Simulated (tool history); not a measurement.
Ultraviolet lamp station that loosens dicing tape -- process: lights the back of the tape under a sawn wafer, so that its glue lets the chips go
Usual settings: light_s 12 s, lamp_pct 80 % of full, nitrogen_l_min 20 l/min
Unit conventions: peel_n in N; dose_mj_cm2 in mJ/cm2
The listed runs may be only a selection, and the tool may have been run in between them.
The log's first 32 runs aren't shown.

Run 33, hour 470.2: usual settings but light_s 17 s. Result: peel_n 0.227 N, dose_mj_cm2 270 mJ/cm2.
Run 34, hour 486.6: usual settings but light_s 19 s, nitrogen_l_min 31 l/min. Result: peel_n 0.206 N, dose_mj_cm2 303 mJ/cm2.
Run 35, hour 501.7: usual settings but light_s 16 s. Result: peel_n 0.260 N, dose_mj_cm2 253 mJ/cm2.
Run 36, hour 510.4: usual settings but light_s 16 s, lamp_pct 71 % of full. Result: peel_n 0.282 N, dose_mj_cm2 219 mJ/cm2.
Run 37, hour 523.3: usual settings but light_s 16 s, lamp_pct 71 % of full. Result: peel_n 0.298 N, dose_mj_cm2 223 mJ/cm2.
Run 38, hour 534.6: usual settings but light_s 16 s, lamp_pct 71 % of full. Result: peel_n 0.289 N, dose_mj_cm2 219 mJ/cm2.
Run 39, hour 544.0: usual settings but light_s 14 s, lamp_pct 64 % of full, nitrogen_l_min 24 l/min. Result: peel_n 0.416 N, dose_mj_cm2 179 mJ/cm2.
Run 40, hour 563.1: usual settings but light_s 18 s, lamp_pct 90 % of full, nitrogen_l_min 10 l/min. Result: peel_n 0.233 N, dose_mj_cm2 314 mJ/cm2.
Run 41, hour 574.1: usual settings but light_s 18 s, lamp_pct 90 % of full, nitrogen_l_min 10 l/min. Result: peel_n 0.238 N, dose_mj_cm2 309 mJ/cm2.
Run 42, hour 590.0: usual settings but light_s 18 s, lamp_pct 90 % of full, nitrogen_l_min 10 l/min. Result: peel_n 0.246 N, dose_mj_cm2 312 mJ/cm2.
Run 43, hour 607.5: usual settings but light_s 19 s, lamp_pct 70 % of full, nitrogen_l_min 6 l/min. Result: peel_n 0.372 N, dose_mj_cm2 259 mJ/cm2.

Branching from run 43: 4 alternative next runs. What would each branch give?
Run A, hour 626.2: usual settings but lamp_pct 95 % of full. Result: peel_n ?, dose_mj_cm2 ?.
Run B, hour 626.2: usual settings but lamp_pct 78 % of full, nitrogen_l_min 27 l/min. Result: peel_n ?, dose_mj_cm2 ?.
Run C, hour 626.2: usual settings but light_s 9 s, nitrogen_l_min 28 l/min. Result: peel_n ?, dose_mj_cm2 ?.
Run D, hour 626.2: usual settings but nitrogen_l_min 9 l/min. Result: peel_n ?, dose_mj_cm2 ?.

run  peel_n  dose_mj_cm2
  A   0.300          219
  B   0.382          177
  C   0.571          135
  D   0.503          181
With the hidden condition removed and each run's random variation left untouched, the same runs would have given:
run  peel_n  dose_mj_cm2
  A   0.232          267
  B   0.285          217
  C   0.417          166
  D   0.365          223
